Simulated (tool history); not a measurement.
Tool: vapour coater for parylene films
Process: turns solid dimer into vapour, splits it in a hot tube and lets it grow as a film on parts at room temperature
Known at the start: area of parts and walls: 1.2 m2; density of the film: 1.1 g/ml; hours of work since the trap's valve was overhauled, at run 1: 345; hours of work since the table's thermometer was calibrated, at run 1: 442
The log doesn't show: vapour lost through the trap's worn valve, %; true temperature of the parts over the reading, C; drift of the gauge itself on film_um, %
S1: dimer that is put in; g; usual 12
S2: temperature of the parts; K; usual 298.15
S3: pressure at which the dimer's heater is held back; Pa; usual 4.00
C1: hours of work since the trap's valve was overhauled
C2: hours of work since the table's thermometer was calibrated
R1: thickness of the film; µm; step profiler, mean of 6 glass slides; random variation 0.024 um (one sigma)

{"run": 1, "day": 0.0, "S1": 12, "S2": 298.15, "S3": 4.0, "C1": 345, "C2": 442, "R1": 4.91}
{"run": 2, "day": 0.633, "S1": 12, "S2": 298.15, "S3": 4.0, "C1": 351, "C2": 449, "R1": 4.91}
{"run": 3, "day": 1.35, "S1": 12, "S2": 298.15, "S3": 4.0, "C1": 359, "C2": 456, "R1": 4.89}
{"run": 4, "day": 2.15, "S1": 12, "S2": 298.15, "S3": 4.0, "C1": 367, "C2": 464, "R1": 4.85}
{"run": 5, "day": 3.1, "S1": 12, "S2": 299.15, "S3": 4.0, "C1": 377, "C2": 474, "R1": 4.7}
{"run": 6, "day": 3.629, "S1": 12, "S2": 299.15, "S3": 5.6, "C1": 382, "C2": 480, "R1": 4.45}
{"run": 7, "day": 4.708, "S1": 12, "S2": 298.15, "S3": 4.0, "C1": 394, "C2": 491, "R1": 4.84}
{"run": 8, "day": 5.212, "S1": 12, "S2": 298.15, "S3": 4.0, "C1": 399, "C2": 496, "R1": 4.88}
{"run": 9, "day": 6.033, "S1": 5, "S2": 298.15, "S3": 4.0, "C1": 407, "C2": 504, "R1": 2.03}
{"run": 10, "day": 7.092, "S1": 5, "S2": 298.15, "S3": 4.0, "C1": 418, "C2": 515, "R1": 2.01}
{"run": 11, "day": 7.612, "S1": 12, "S2": 298.15, "S3": 4.0, "C1": 424, "C2": 521, "R1": 4.83}
{"run": 12, "day": 8.05, "S1": 12, "S2": 298.15, "S3": 4.0, "C1": 428, "C2": 525, "R1": 4.85}
{"run": 13, "day": 8.717, "S1": 12, "S2": 300.15, "S3": 4.0, "C1": 435, "C2": 532, "R1": 4.43}
{"run": 14, "day": 9.571, "S1": 12, "S2": 300.15, "S3": 4.0, "C1": 444, "C2": 541, "R1": 4.43}
{"run": 15, "day": 10.1, "S1": 12, "S2": 300.15, "S3": 4.0, "C1": 449, "C2": 546, "R1": 4.41}
{"day": 10.433, "done": "trap's valve overhauled"}
{"run": 16, "day": 10.775, "S1": 12, "S2": 300.15, "S3": 4.0, "C1": 3, "C2": 552, "R1": 4.42}
{"run": 17, "day": 11.842, "S1": 12, "S2": 300.15, "S3": 4.0, "C1": 15, "C2": 563, "R1": 4.45}
{"run": 18, "day": 12.346, "S1": 12, "S2": 298.15, "S3": 4.0, "C1": 20, "C2": 568, "R1": 4.85}
{"run": 19, "day": 12.954, "S1": 12, "S2": 298.15, "S3": 4.0, "C1": 26, "C2": 574, "R1": 4.75}
{"run": 20, "day": 13.942, "S1": 12, "S2": 298.15, "S3": 4.0, "C1": 36, "C2": 584, "R1": 4.8}
{"run": 21, "day": 14.517, "S1": 12, "S2": 298.15, "S3": 4.0, "C1": 42, "C2": 590, "R1": 4.77}
{"day": 14.925, "done": "gauge calibrated"}
{"run": 22, "day": 15.2, "S1": 12, "S2": 298.15, "S3": 4.0, "C1": 49, "C2": 597, "R1": 4.91}
{"run": 23, "day": 15.704, "S1": 12, "S2": 298.15, "S3": 4.0, "C1": 54, "C2": 603, "R1": 4.91}
{"run": 24, "day": 16.3, "S1": 12, "S2": 298.15, "S3": 4.0, "C1": 61, "C2": 609, "R1": 4.94}
{"run": 25, "day": 17.1, "S1": 10, "S2": 298.15, "S3": 5.25, "C1": 69, "C2": 617, "R1": 3.94}
{"run": 26, "day": 17.854, "S1": 15, "S2": 304.15, "S3": 7.13, "C1": 77, "C2": 625, "R1": 4.35}
{"run": 27, "day": 18.792, "S1": 12, "S2": 290.15, "S3": 4.0, "C1": 86, "C2": 634, "R1": 6.91}
{"run": 28, "day": 19.288, "S1": 12, "S2": 290.15, "S3": 4.0, "C1": 91, "C2": 640, "R1": 6.93}
{"run": 29, "day": 19.921, "S1": 13, "S2": 294.15, "S3": 4.84, "C1": 98, "C2": 646, "R1": 6.1}
{"run": 30, "day": 20.417, "S1": 13, "S2": 294.15, "S3": 4.84, "C1": 103, "C2": 651, "R1": 6.1}
{"run": 31, "day": 21.062, "S1": 12, "S2": 310.15, "S3": 2.02, "C1": 110, "C2": 658, "R1": 3.24}
{"run": 32, "day": 22.038, "S1": 12, "S2": 310.15, "S3": 2.02, "C1": 120, "C2": 668, "R1": 3.22}
{"run": 33, "day": 22.617, "S1": 12, "S2": 310.15, "S3": 2.02, "C1": 126, "C2": 674, "R1": 3.25}
{"run": 34, "day": 23.592, "S1": 12, "S2": 301.15, "S3": 3.46, "C1": 136, "C2": 684, "R1": 4.37}
{"run": 35, "day": 24.296, "S1": 14, "S2": 304.15, "S3": 3.23, "C1": 143, "C2": 691, "R1": 4.53}
{"run": 36, "day": 25.112, "S1": 14, "S2": 310.15, "S3": 5.84, "C1": 152, "C2": 700, "R1": 3.14}
{"run": 37, "day": 26.079, "S1": 8, "S2": 295.15, "S3": 4.82, "C1": 161, "C2": 710, "R1": 3.59}
{"run": 38, "day": 26.896, "S1": 5, "S2": 294.15, "S3": 9.03, "C1": 170, "C2": 718, "R1": 2.09}
{"run": 39, "day": 27.479, "S1": 5, "S2": 294.15, "S3": 9.03, "C1": 176, "C2": 724, "R1": 2.09}
{"run": 40, "day": 28.058, "S1": 5, "S2": 296.15, "S3": 6.67, "C1": 182, "C2": 730, "R1": 1.98}
{"run": 41, "day": 28.796, "S1": 7, "S2": 302.15, "S3": 2.56, "C1": 190, "C2": 738, "R1": 2.51}
{"run": 42, "day": 29.733, "S1": 12, "S2": 291.15, "S3": 5.81, "C1": 199, "C2": 747, "R1": 6.12}
{"run": 43, "day": 30.608, "S1": 12, "S2": 291.15, "S3": 5.81, "C1": 208, "C2": 756, "R1": 6.09}
{"run": 44, "day": 31.046, "S1": 12, "S2": 307.15, "S3": 6.62, "C1": 213, "C2": 761, "R1": 2.99}
{"run": 45, "day": 31.604, "S1": 12, "S2": 307.15, "S3": 6.62, "C1": 219, "C2": 767, "R1": 2.99}
{"run": 46, "day": 32.508, "S1": 15, "S2": 298.15, "S3": 3.51, "C1": 228, "C2": 776, "R1": 6.04}
{"run": 47, "day": 33.112, "S1": 15, "S2": 298.15, "S3": 3.51, "C1": 234, "C2": 782, "R1": 6.05}

3 ways to go on from here, each from the tool as it stands after run 47. What would each give?
{"run": "A", "day": 33.671, "S1": 7, "S2": 298.15, "S3": 8.75, "C1": 240, "C2": 788, "R1": "?"}
{"run": "B", "day": 33.671, "S1": 10, "S2": 302.15, "S3": 3.78, "C1": 240, "C2": 788, "R1": "?"}
{"run": "C", "day": 33.671, "S1": 6, "S2": 294.15, "S3": 3.51, "C1": 240, "C2": 788, "R1": "?"}

run=A R1=2.45
run=B R1=3.37
run=C R1=2.87
Without the tool's hidden state the same runs would have given:
run=A R1=2.55
run=B R1=3.51
run=C R1=2.99

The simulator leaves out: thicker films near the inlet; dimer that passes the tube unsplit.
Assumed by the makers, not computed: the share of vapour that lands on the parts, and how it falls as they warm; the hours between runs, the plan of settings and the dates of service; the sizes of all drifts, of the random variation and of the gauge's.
